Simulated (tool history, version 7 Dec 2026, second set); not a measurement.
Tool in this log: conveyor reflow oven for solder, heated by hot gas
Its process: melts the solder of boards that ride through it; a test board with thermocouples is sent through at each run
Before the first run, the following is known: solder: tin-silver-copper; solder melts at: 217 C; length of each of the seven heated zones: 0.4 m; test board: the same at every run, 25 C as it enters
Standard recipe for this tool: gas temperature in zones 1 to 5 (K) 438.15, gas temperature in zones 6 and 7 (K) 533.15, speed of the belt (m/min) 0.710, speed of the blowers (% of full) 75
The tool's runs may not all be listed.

| run | day | gas temperature in zones 1 to 5 (K) | gas temperature in zones 6 and 7 (K) | speed of the belt (m/min) | speed of the blowers (% of full) | highest temperature of the board (K) | time above the solder's melting point (s) |
|---|---|---|---|---|---|---|---|
| 1 | 0.000 | 438.15 | 533.15 | 0.710 | 75 | 516.35 | 41.5 |
| 2 | 0.404 | 438.15 | 533.15 | 0.710 | 87 | 518.95 | 43.6 |
|  | 0.862 | flux residue cleaned out of gas plates and filters |
| 3 | 1.054 | 438.15 | 533.15 | 0.710 | 87 | 523.05 | 48.4 |
| 4 | 1.454 | 438.15 | 533.15 | 0.710 | 87 | 523.05 | 48.1 |
| 5 | 1.825 | 438.15 | 533.15 | 0.710 | 87 | 522.95 | 48.6 |
| 6 | 2.204 | 450.15 | 533.15 | 0.710 | 75 | 523.25 | 50.9 |
| 7 | 2.567 | 438.15 | 533.15 | 0.710 | 75 | 521.15 | 46.6 |
| 8 | 2.988 | 438.15 | 533.15 | 0.710 | 75 | 520.95 | 46.2 |
| 9 | 3.238 | 438.15 | 533.15 | 0.710 | 75 | 521.15 | 46.5 |
| 10 | 3.550 | 438.15 | 533.15 | 0.710 | 75 | 521.35 | 46.4 |
| 11 | 3.975 | 438.15 | 533.15 | 0.710 | 75 | 520.95 | 46.5 |
| 12 | 4.162 | 438.15 | 533.15 | 0.710 | 75 | 520.95 | 46.6 |
| 13 | 4.533 | 438.15 | 533.15 | 0.710 | 75 | 521.25 | 46.3 |
| 14 | 4.750 | 438.15 | 533.15 | 0.710 | 75 | 521.15 | 46.2 |
| 15 | 5.183 | 430.15 | 536.15 | 0.763 | 66 | 518.75 | 38.4 |
| 16 | 5.383 | 438.15 | 533.15 | 0.710 | 75 | 520.75 | 46.8 |
| 17 | 5.612 | 438.15 | 526.15 | 0.681 | 89 | 517.45 | 46.9 |
| 18 | 5.979 | 438.15 | 526.15 | 0.681 | 89 | 517.75 | 47.4 |
| 19 | 6.417 | 438.15 | 526.15 | 0.681 | 89 | 517.35 | 47.0 |
| 20 | 6.621 | 435.15 | 543.15 | 0.754 | 55 | 523.55 | 42.9 |
| 21 | 6.892 | 435.15 | 543.15 | 0.754 | 55 | 522.95 | 42.9 |
| 22 | 7.254 | 443.15 | 535.15 | 0.710 | 75 | 523.05 | 49.4 |
| 23 | 7.538 | 443.15 | 535.15 | 0.710 | 75 | 523.75 | 49.2 |
| 24 | 7.858 | 438.15 | 534.15 | 0.667 | 71 | 523.15 | 51.2 |
| 25 | 8.196 | 448.15 | 539.15 | 0.729 | 66 | 526.05 | 50.5 |
| 26 | 8.412 | 441.15 | 539.15 | 0.729 | 65 | 524.15 | 47.8 |
| 27 | 8.738 | 441.15 | 534.15 | 0.729 | 65 | 520.05 | 44.3 |
| 28 | 8.967 | 424.15 | 533.15 | 0.824 | 81 | 514.95 | 31.6 |

Each row is a separate what-if for the run after 28, all from the same tool condition, not one after another. Results?
| A | 9.221 | 428.15 | 528.15 | 0.802 | 75 | ? | ? |
| B | 9.221 | 439.15 | 533.15 | 0.679 | 65 | ? | ? |
| C | 9.221 | 451.15 | 533.15 | 0.801 | 81 | ? | ? |
| D | 9.221 | 424.15 | 527.15 | 0.824 | 81 | ? | ? |

| run | highest temperature of the board (K) | time above the solder's melting point (s) |
|---|---|---|
| A | 510.85 | 30.2 |
| B | 520.85 | 48.1 |
| C | 520.45 | 43.9 |
| D | 509.15 | 27.1 |
The same runs, with their run-to-run variation unchanged, on a tool lacking any hidden condition would have given:
| run | highest temperature of the board (K) | time above the solder's melting point (s) |
|---|---|---|
| A | 510.75 | 30.2 |
| B | 520.45 | 47.6 |
| C | 520.15 | 43.7 |
| D | 509.15 | 27.2 |

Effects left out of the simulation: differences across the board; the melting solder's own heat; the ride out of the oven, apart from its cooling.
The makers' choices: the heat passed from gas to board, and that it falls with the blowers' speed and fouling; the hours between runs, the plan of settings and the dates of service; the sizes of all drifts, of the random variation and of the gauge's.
